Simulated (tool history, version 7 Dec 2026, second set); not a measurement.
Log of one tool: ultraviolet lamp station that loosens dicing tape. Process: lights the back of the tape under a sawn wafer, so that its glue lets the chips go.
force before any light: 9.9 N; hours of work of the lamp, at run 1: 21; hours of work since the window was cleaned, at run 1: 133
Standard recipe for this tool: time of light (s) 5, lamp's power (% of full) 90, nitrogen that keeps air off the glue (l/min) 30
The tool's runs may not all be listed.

run,hour,time of light (s),lamp's power (% of full),nitrogen that keeps air off the glue (l/min),hours of work of the lamp,hours of work since the window was cleaned,force that peels the tape off (N),light that reached the tape (mJ/cm²)
1,0.0,5,90,30,21,133,0.328,263
2,13.2,5,90,30,28,140,0.316,263
3,20.6,5,90,30,32,144,0.316,261
4,28.4,5,90,30,36,148,0.305,261
5,37.9,5,90,30,41,153,0.315,259
6,45.5,5,90,11,45,157,0.684,261
7,51.8,5,90,13,48,160,0.572,258
8,66.4,5,90,13,56,168,0.574,256
9,80.2,5,90,30,63,175,0.336,252
10,88.9,5,90,12,68,179,0.632,251
11,102.9,5,90,30,75,187,0.327,246
12,110.4,5,81,30,79,191,0.374,225

The next listed run, before its measurement:
13,121.3,5,94,30,84,196,?,?

For run 13 the tool returned force that peels the tape off (N) 0.313, light that reached the tape (mJ/cm²) 264.
Take away the tool's hidden state, keep the run-to-run variation as it was, and the same run would have given force that peels the tape off (N) 0.264, light that reached the tape (mJ/cm²) 311.
